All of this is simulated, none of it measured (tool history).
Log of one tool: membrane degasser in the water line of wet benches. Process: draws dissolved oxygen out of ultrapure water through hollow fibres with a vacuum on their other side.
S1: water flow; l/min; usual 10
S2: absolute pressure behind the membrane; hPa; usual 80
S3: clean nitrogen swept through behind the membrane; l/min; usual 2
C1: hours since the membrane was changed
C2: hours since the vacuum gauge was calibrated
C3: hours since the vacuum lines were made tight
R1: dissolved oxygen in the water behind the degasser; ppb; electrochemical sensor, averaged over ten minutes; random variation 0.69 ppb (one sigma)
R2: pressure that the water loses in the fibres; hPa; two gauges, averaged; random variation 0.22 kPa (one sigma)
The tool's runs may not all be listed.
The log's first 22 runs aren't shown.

run 23 hour=1987.6 | S1=10 S2=66.7 S3=1.16 | C1=2810 C2=8475 C3=324 | R1=73.9 R2=563.4
run 24 hour=2058.2 | S1=10 S2=132.2 S3=2.31 | C1=2880 C2=8546 C3=394 | R1=109.6 R2=561.1
run 25 hour=2137.6 | S1=10 S2=132.2 S3=2.31 | C1=2960 C2=8625 C3=474 | R1=107.7 R2=560.4
-- hour=2257.6 vacuum gauge calibrated
run 26 hour=2257.6 | S1=10 S2=132.2 S3=2.31 | C1=3079 C2=0 C3=593 | R1=109.8 R2=566.4
run 27 hour=2346.7 | S1=11 S2=132.2 S3=1.72 | C1=3168 C2=89 C3=682 | R1=156.7 R2=622
run 28 hour=2454.6 | S1=11 S2=132.2 S3=1.72 | C1=3276 C2=197 C3=790 | R1=157.2 R2=623.6
run 29 hour=2561 | S1=10 S2=169.9 S3=5.13 | C1=3383 C2=303 C3=897 | R1=68.5 R2=563.4
run 30 hour=2668.1 | S1=10 S2=169.9 S3=5.13 | C1=3490 C2=411 C3=1004 | R1=71.3 R2=564.7
run 31 hour=2767.3 | S1=10 S2=169.9 S3=5.13 | C1=3589 C2=510 C3=1103 | R1=70.2 R2=565.9
-- hour=2830.4 gauge calibrated
run 32 hour=2844.6 | S1=11 S2=86.6 S3=1.36 | C1=3666 C2=587 C3=1180 | R1=110.9 R2=609.8
run 33 hour=2962 | S1=12 S2=50.2 S3=2 | C1=3784 C2=704 C3=1298 | R1=37.8 R2=665.1

3 ways to go on from here, each from the tool as it stands after run 33. What would each give?
run A hour=3041.8 | S1=12 S2=50.2 S3=1.3 | C1=3863 C2=784 C3=1377 | R1=? R2=?
run B hour=3041.8 | S1=10 S2=111.4 S3=2.12 | C1=3863 C2=784 C3=1377 | R1=? R2=?
run C hour=3041.8 | S1=12 S2=50.2 S3=2 | C1=3863 C2=784 C3=1377 | R1=? R2=?

run=A R1=50.1 R2=669.4
run=B R1=95.1 R2=557.7
run=C R1=37.1 R2=667.5
Without the tool's hidden state the same runs would have given:
run=A R1=50 R2=668
run=B R1=95.1 R2=556.5
run=C R1=37 R2=666
